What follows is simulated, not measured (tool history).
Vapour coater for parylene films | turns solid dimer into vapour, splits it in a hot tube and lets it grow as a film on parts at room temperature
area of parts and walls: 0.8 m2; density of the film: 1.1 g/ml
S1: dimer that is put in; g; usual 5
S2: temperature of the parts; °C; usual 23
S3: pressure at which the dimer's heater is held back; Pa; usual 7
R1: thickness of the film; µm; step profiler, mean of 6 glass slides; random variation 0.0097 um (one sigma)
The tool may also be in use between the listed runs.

run	hour	S1	S2	S3	R1
1	0	5	23	7	3.762
2	48	5	23	7	3.759
3	112.6	5	23	7	3.743
4	144.8	5	23	7	3.747
# hour 193.7: trap's valve overhauled
5	200.3	5	23	7	3.773
6	257.2	5	23	7	3.776
7	285.7	5	30	7	3.26
8	324.8	3	23	7	2.263
9	352.8	3	23	7	2.246
10	402.7	3	23	7	2.257
11	457.2	3	23	7	2.257
12	505.9	3	23	7	2.257
13	560.3	5	23	7	3.755
14	624.4	5	23	4.19	4.093
15	661	5	23	4.19	4.1
16	724.2	5	23	3.7	4.202
17	779.5	5	23	4.55	4.049
18	826.2	5	23	4.55	4.038
19	865.4	3	23	7	2.246
20	894.6	5	23	2.88	4.372
# hour 922.5: trap's valve overhauled
21	928.2	5	28	2.88	3.961
22	957.9	5	28	2.88	3.952
23	993.1	5	19	7	4.087
24	1047.3	5	18	7	4.172
25	1099.2	5	18	7	4.182
26	1161.8	4	23	5.06	3.182
27	1188.6	7	23	2.48	6.295
28	1231.3	3	23	8.1	2.209
29	1271.7	3	23	8.1	2.198
30	1308.3	3	23	8.1	2.204
31	1359.1	3	32	6.95	1.869
32	1400.2	3	32	6.95	1.867
33	1457	3	32	6.95	1.867
34	1483.5	5	25	4.41	3.909
# hour 1504.8: table's thermometer calibrated
35	1541.7	6	35	5.24	3.688
36	1597.2	9	28	4.49	6.569
37	1636.4	9	28	4.49	6.541
# hour 1655.6: trap's valve overhauled
38	1668.7	8	33	4.49	5.272
39	1704	7	16	7	6.082
40	1769.2	7	34	7	4.182
41	1832.1	7	34	7	4.186
42	1861.9	7	34	7	4.175
43	1908.1	7	27	10.06	4.569
44	1937.8	7	24	3.03	5.961
45	1995.3	8	24	2.01	7.278
46	2046.1	8	24	2.01	7.302

Measured less the same run without the tool's hidden state. The same run-to-run variation is in both; the gauge's scatter may not be:
The hidden state here: vapour lost through the trap's worn valve, %; true temperature of the parts over the reading, C; drift of the gauge itself on film_um, %.
run	R1
1	-0.012
2	-0.012
3	-0.013
4	-0.013
5	+0.001
6	+0
7	+0
8	-0.001
9	-0.001
10	-0.002
11	-0.002
12	-0.002
13	-0.005
14	-0.007
15	-0.007
16	-0.009
17	-0.01
18	-0.011
19	-0.006
20	-0.013
21	+0.005
22	+0.005
23	+0.004
24	+0.003
25	+0.003
26	+0.001
27	+0.002
28	+0
29	+0
30	+0
31	-0.001
32	-0.001
33	-0.001
34	-0.004
35	-0.014
36	-0.025
37	-0.027
38	-0.001
39	-0.002
40	-0.003
41	-0.004
42	-0.004
43	-0.005
44	-0.008
45	-0.011
46	-0.013
